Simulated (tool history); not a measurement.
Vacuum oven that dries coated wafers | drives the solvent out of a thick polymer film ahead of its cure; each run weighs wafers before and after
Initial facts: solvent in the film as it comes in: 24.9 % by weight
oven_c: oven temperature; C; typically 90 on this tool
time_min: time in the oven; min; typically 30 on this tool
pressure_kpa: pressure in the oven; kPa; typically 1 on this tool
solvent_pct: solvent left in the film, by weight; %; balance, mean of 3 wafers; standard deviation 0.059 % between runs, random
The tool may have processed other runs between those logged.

run	hour	oven_c	time_min	pressure_kpa	solvent_pct
1	0	90	30	1	3.06
2	54.7	90	30	1	3.07
3	91.3	90	30	1	3.14
4	137.2	90	30	1	2.96
5	167.5	90	19	1	6.11
6	216.6	90	19	1	5.99
7	243.2	83	30	1	6.22
8	303.7	83	30	1	6.11
9	346.2	83	30	1	6.32
10	399.3	83	30	1	6.16
11	456.3	83	30	1	6.1
12	514.8	83	30	1	6.33
13	558.4	90	30	1	3.09
14	617.1	90	30	1	2.99
15	646.6	90	30	1	2.95
16	682.6	90	30	1	3.02
17	734.1	90	32	1.84	3.03
18	774.5	90	28	0.88	3.45
19	829.5	90	25	1	4.12
20	862.9	90	25	1	4.06
21	908.1	90	25	1	4.04
22	961.6	90	25	1	4.11
23	1002.6	105	32	3.78	0.98
24	1039.6	90	27	2.39	4.21
25	1097.3	90	27	2.39	4.23

3 ways to go on from here, each from the tool as it stands after run 25. What would each give?
A	1142	91	30	1	?
B	1142	104	46	1.35	?
C	1142	83	27	3.64	?

run	solvent_pct
A	2.74
B	0.35
C	8.02
With no hidden state in the tool, these same runs would have given:
run	solvent_pct
A	2.72
B	0.34
C	8

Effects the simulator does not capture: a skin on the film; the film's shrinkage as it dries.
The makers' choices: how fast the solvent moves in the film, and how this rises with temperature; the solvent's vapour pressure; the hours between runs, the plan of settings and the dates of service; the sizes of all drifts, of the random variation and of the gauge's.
